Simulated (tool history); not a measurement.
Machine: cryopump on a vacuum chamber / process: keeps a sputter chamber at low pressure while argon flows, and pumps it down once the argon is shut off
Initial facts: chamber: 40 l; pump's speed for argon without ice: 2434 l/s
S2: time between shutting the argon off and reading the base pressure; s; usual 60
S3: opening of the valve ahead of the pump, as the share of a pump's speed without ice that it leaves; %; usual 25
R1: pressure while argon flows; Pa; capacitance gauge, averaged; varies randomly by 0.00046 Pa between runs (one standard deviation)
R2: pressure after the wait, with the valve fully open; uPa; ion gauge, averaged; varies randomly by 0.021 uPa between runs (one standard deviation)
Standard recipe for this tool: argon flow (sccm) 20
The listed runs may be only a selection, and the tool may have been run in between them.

{"run": 1, "hour": 0.0, "argon flow (sccm)": 20, "S2": 60, "S3": 25, "R1": 0.056, "R2": 0.72}
{"run": 2, "hour": 8.0, "argon flow (sccm)": 20, "S2": 60, "S3": 25, "R1": 0.0559, "R2": 0.75}
{"run": 3, "hour": 16.3, "argon flow (sccm)": 20, "S2": 60, "S3": 25, "R1": 0.0568, "R2": 0.73}
{"run": 4, "hour": 31.3, "argon flow (sccm)": 20, "S2": 60, "S3": 25, "R1": 0.0557, "R2": 0.75}
{"run": 5, "hour": 41.6, "argon flow (sccm)": 8, "S2": 60, "S3": 25, "R1": 0.0221, "R2": 0.77}
{"run": 6, "hour": 54.2, "argon flow (sccm)": 8, "S2": 60, "S3": 25, "R1": 0.0229, "R2": 0.75}
{"run": 7, "hour": 61.0, "argon flow (sccm)": 8, "S2": 60, "S3": 25, "R1": 0.0224, "R2": 0.78}
{"run": 8, "hour": 70.8, "argon flow (sccm)": 19, "S2": 60, "S3": 25, "R1": 0.0533, "R2": 0.77}
{"run": 9, "hour": 78.6, "argon flow (sccm)": 20, "S2": 60, "S3": 25, "R1": 0.0565, "R2": 0.73}
{"run": 10, "hour": 92.3, "argon flow (sccm)": 20, "S2": 100, "S3": 25, "R1": 0.0561, "R2": 0.65}
{"run": 11, "hour": 99.6, "argon flow (sccm)": 20, "S2": 100, "S3": 25, "R1": 0.0564, "R2": 0.67}
{"run": 12, "hour": 109.8, "argon flow (sccm)": 20, "S2": 60, "S3": 25, "R1": 0.0567, "R2": 0.79}
{"run": 13, "hour": 124.5, "argon flow (sccm)": 20, "S2": 60, "S3": 25, "R1": 0.0557, "R2": 0.79}
{"run": 14, "hour": 140.8, "argon flow (sccm)": 20, "S2": 60, "S3": 25, "R1": 0.0556, "R2": 0.78}
{"run": 15, "hour": 149.4, "argon flow (sccm)": 20, "S2": 60, "S3": 25, "R1": 0.0556, "R2": 0.82}
{"run": 16, "hour": 159.0, "argon flow (sccm)": 20, "S2": 60, "S3": 25, "R1": 0.0569, "R2": 0.75}
{"run": 17, "hour": 172.2, "argon flow (sccm)": 28, "S2": 60, "S3": 56, "R1": 0.0361, "R2": 0.78}
{"run": 18, "hour": 185.6, "argon flow (sccm)": 11, "S2": 60, "S3": 56, "R1": 0.0137, "R2": 0.8}
{"run": 19, "hour": 193.8, "argon flow (sccm)": 11, "S2": 60, "S3": 56, "R1": 0.015, "R2": 0.8}
{"run": 20, "hour": 210.8, "argon flow (sccm)": 33, "S2": 130, "S3": 17, "R1": 0.1355, "R2": 0.64}
{"run": 21, "hour": 222.0, "argon flow (sccm)": 20, "S2": 111, "S3": 19, "R1": 0.0737, "R2": 0.68}
{"run": 22, "hour": 233.1, "argon flow (sccm)": 20, "S2": 25, "S3": 49, "R1": 0.0296, "R2": 1.19}
{"run": 23, "hour": 240.4, "argon flow (sccm)": 20, "S2": 35, "S3": 27, "R1": 0.0524, "R2": 0.99}
{"run": 24, "hour": 256.8, "argon flow (sccm)": 15, "S2": 39, "S3": 45, "R1": 0.0243, "R2": 0.96}
{"run": 25, "hour": 271.0, "argon flow (sccm)": 9, "S2": 39, "S3": 23, "R1": 0.0278, "R2": 0.95}
{"run": 26, "hour": 282.7, "argon flow (sccm)": 9, "S2": 39, "S3": 20, "R1": 0.033, "R2": 1.01}
{"run": 27, "hour": 299.7, "argon flow (sccm)": 9, "S2": 39, "S3": 20, "R1": 0.0321, "R2": 0.99}
{"run": 28, "hour": 309.5, "argon flow (sccm)": 9, "S2": 39, "S3": 20, "R1": 0.0311, "R2": 0.92}
{"run": 29, "hour": 320.5, "argon flow (sccm)": 35, "S2": 60, "S3": 60, "R1": 0.0443, "R2": 0.85}
{"run": 30, "hour": 330.8, "argon flow (sccm)": 35, "S2": 60, "S3": 60, "R1": 0.0438, "R2": 0.83}

Each row is a separate what-if for the run after 30, all from the same tool condition, not one after another. Results?
{"run": "A", "hour": 347.4, "argon flow (sccm)": 35, "S2": 58, "S3": 60, "R1": "?", "R2": "?"}
{"run": "B", "hour": 347.4, "argon flow (sccm)": 10, "S2": 60, "S3": 50, "R1": "?", "R2": "?"}
{"run": "C", "hour": 347.4, "argon flow (sccm)": 34, "S2": 60, "S3": 42, "R1": "?", "R2": "?"}

run=A R1=0.0440 R2=0.81
run=B R1=0.0150 R2=0.86
run=C R1=0.0596 R2=0.87
With no hidden state in the tool, these same runs would have given:
run=A R1=0.0409 R2=0.35
run=B R1=0.0141 R2=0.40
run=C R1=0.0566 R2=0.41

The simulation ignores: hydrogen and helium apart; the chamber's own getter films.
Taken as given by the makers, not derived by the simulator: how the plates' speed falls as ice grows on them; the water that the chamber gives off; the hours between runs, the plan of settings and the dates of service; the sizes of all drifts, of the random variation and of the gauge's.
